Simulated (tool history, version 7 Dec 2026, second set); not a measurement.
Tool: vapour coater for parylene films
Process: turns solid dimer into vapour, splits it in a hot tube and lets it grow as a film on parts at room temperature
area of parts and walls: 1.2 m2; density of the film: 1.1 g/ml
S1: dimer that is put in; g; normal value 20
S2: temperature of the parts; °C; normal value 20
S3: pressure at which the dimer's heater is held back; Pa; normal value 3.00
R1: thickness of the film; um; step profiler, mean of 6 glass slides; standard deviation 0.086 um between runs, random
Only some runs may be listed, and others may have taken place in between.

Run 1, hour 0.0: usual settings. Result: R1 11.74 um.
Run 2, hour 40.8: usual settings but S3 3.11 Pa. Result: R1 11.64 um.
Run 3, hour 76.5: usual settings but S3 8.86 Pa. Result: R1 9.79 um.
Run 4, hour 122.7: usual settings but S3 8.86 Pa. Result: R1 9.81 um.
Run 5, hour 158.5: usual settings but S3 8.86 Pa. Result: R1 9.71 um.
Run 6, hour 218.4: usual settings but S3 8.86 Pa. Result: R1 9.77 um.
Run 7, hour 257.4: usual settings but S3 8.86 Pa. Result: R1 9.78 um.
Run 8, hour 306.8: usual settings but S3 2.08 Pa. Result: R1 12.56 um.
Run 9, hour 353.0: usual settings. Result: R1 11.69 um.
Run 10, hour 410.1: usual settings. Result: R1 11.72 um.
Run 11, hour 445.8: usual settings but S3 7.13 Pa. Result: R1 10.01 um.
Run 12, hour 471.4: usual settings but S1 11 g, S2 12 °C, S3 2.46 Pa. Result: R1 7.90 um.
Run 13, hour 524.7: usual settings but S1 11 g, S2 12 °C, S3 2.46 Pa. Result: R1 7.95 um.
At hour 547.9: trap's valve overhauled.
Run 14, hour 578.4: usual settings but S1 35 g, S2 30 °C, S3 10.69 Pa. Result: R1 13.38 um.
Run 15, hour 637.9: usual settings but S1 35 g, S2 30 °C, S3 10.69 Pa. Result: R1 13.21 um.
Run 16, hour 698.6: usual settings but S1 17 g, S2 19 °C. Result: R1 10.23 um.
Run 17, hour 736.3: usual settings but S1 13 g, S2 14 °C. Result: R1 8.64 um.
Run 18, hour 789.3: usual settings but S1 9 g, S2 17 °C. Result: R1 5.60 um.
Run 19, hour 834.3: usual settings but S1 9 g, S2 17 °C, S3 11.39 Pa. Result: R1 4.47 um.
Run 20, hour 880.8: usual settings but S1 10 g, S3 5.33 Pa. Result: R1 5.34 um.
Run 21, hour 914.0: usual settings but S1 10 g, S3 5.33 Pa. Result: R1 5.34 um.

Consider 5 possible next runs. They are alternatives, not a sequence: every one starts from the tool as it was left by run 21. What does each give?
Run A, hour 970.0: usual settings but S1 10 g, S3 6.96 Pa. Result: R1 ?.
Run B, hour 970.0: usual settings but S1 10 g, S2 13 °C, S3 5.33 Pa. Result: R1 ?.
Run C, hour 970.0: usual settings but S1 10 g, S2 26 °C, S3 4.03 Pa. Result: R1 ?.
Run D, hour 970.0: usual settings but S1 27 g. Result: R1 ?.
Run E, hour 970.0: usual settings but S1 13 g, S2 18 °C, S3 2.92 Pa. Result: R1 ?.

run     R1
  A   5.05
  B   6.22
  C   4.97
  D  15.94
  E   8.00
With no hidden state in the tool, these same runs would have given:
run     R1
  A   5.07
  B   6.25
  C   4.99
  D  16.01
  E   8.03

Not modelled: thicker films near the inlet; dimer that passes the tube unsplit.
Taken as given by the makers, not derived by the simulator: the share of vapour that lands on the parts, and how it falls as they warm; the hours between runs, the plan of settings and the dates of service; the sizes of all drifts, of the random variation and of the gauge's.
